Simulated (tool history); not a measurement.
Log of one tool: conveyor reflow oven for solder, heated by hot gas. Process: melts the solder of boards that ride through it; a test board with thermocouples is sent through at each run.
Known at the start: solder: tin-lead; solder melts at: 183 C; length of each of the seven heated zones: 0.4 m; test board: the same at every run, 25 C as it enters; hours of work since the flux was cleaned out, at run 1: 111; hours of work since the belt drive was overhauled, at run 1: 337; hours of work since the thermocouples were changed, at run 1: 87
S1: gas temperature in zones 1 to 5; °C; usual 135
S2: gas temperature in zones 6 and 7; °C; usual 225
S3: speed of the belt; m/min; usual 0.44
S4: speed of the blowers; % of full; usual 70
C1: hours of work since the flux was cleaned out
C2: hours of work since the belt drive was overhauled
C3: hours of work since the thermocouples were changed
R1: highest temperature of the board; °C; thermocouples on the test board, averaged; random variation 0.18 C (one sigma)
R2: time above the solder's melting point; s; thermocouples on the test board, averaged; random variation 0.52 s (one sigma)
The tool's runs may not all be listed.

run   hour   S1   S2     S3  S4   C1   C2   C3     R1     R2
  1      0  135  225   0.44  70  111  337   87  209.7   72.9
  2   13.6  135  225   0.44  70  118  345   94  209.4   71.1
  3   30.4  135  225   0.44  70  127  353  103  209.6   71.2
  4   47.4  135  225   0.44  70  136  362  111  209.7   71.3
  5   60.2  135  225   0.44  70  142  369  118  209.9   72.3
  6   73.2  145  225   0.44  70  149  375  125    211   79.7
  7   81.8  145  225   0.44  70  154  380  129  211.3   80.1
  8   94.5  135  225   0.44  70  160  387  136  209.6   70.9
     100.8  -- flux residue cleaned out of gas plates and filters
  9  113.6  135  225   0.44  70    7  394  143  210.2   71.9
 10  127.2  135  225   0.44  70   14  401  150  209.7   72.5
 11  136.8  135  225   0.44  70   19  406  155  209.9   71.8
 12    153  135  225   0.44  70   27  414  164  210.1   72.4
 13  163.3  149  225   0.44  70   32  420  169  212.1   85.9
 14  173.8  135  225   0.44  70   38  425  174  210.2   72.8
 15  190.2  135  225   0.44  70   46  434  183  209.9   73.6
 16  206.2  135  225   0.44  70   55  442  191  209.5   72.2
 17  214.9  135  218  0.424  57   59  446  196  201.5   59.7
 18  230.2  135  218  0.496  55   67  454  204  195.9   37.3
 19  240.8  135  228   0.43  69   73  460  209  212.4   77.7
 20  249.2  137  219  0.441  69   77  464  213  205.1     66
 21  257.5  137  219  0.441  69   81  468  218  204.8   65.6
 22  269.8  137  228  0.441  69   88  475  224  212.5   76.4
 23  286.8  137  228  0.441  69   96  484  233  212.8     77
 24  296.5  137  238  0.495  50  102  489  238    210   61.7
 25  313.4  137  238  0.374  69  110  497  247    226  108.5
 26  330.5  135  225   0.44  89  119  506  256  213.6   79.3
 27  338.7  142  225   0.44  89  123  511  260  214.9   84.3
 28  348.9  132  225  0.363  89  129  516  265  217.9  103.3
 29  357.7  133  225  0.363  89  133  520  270  217.9  102.3
 30  366.2  122  216  0.359  75  138  525  274  206.2   81.6
 31  377.1  122  216    0.4  56  143  530  280  198.3   52.3

Hidden state or all else? Some run-to-run changes of R2, split into what the settings, what came in and random variation would give without the hidden state, and what is left for the hidden state (with any gauge scatter that isn't in both results):
The hidden state here: heat that the gas passes to the board, % of a clean oven's; belt's true speed, % of the reading; true gas temperature in zones 6 and 7 over the reading, C; drift of the gauge itself on peak_c, C; drift of the gauge itself on liquid_s, %.
Run 8 -> 9: flux residue cleaned out of gas plates and filters. R2 +1 s: hidden state +0.9, all else +0.1.
Run 18 -> 19: S2 218 -> 228, S3 0.496 -> 0.43, S4 55 -> 69. R2 +40.4 s: hidden state +0.2, all else +40.2.
Run 24 -> 25: S3 0.495 -> 0.374, S4 50 -> 69. R2 +46.8 s: hidden state +0.4, all else +46.4.
Run 25 -> 26: S1 137 -> 135, S2 238 -> 225, S3 0.374 -> 0.44, S4 69 -> 89. R2 -29.2 s: hidden state -0.6, all else -28.6.
Run 30 -> 31: S3 0.359 -> 0.4, S4 75 -> 56. R2 -29.3 s: hidden state +0, all else -29.3.
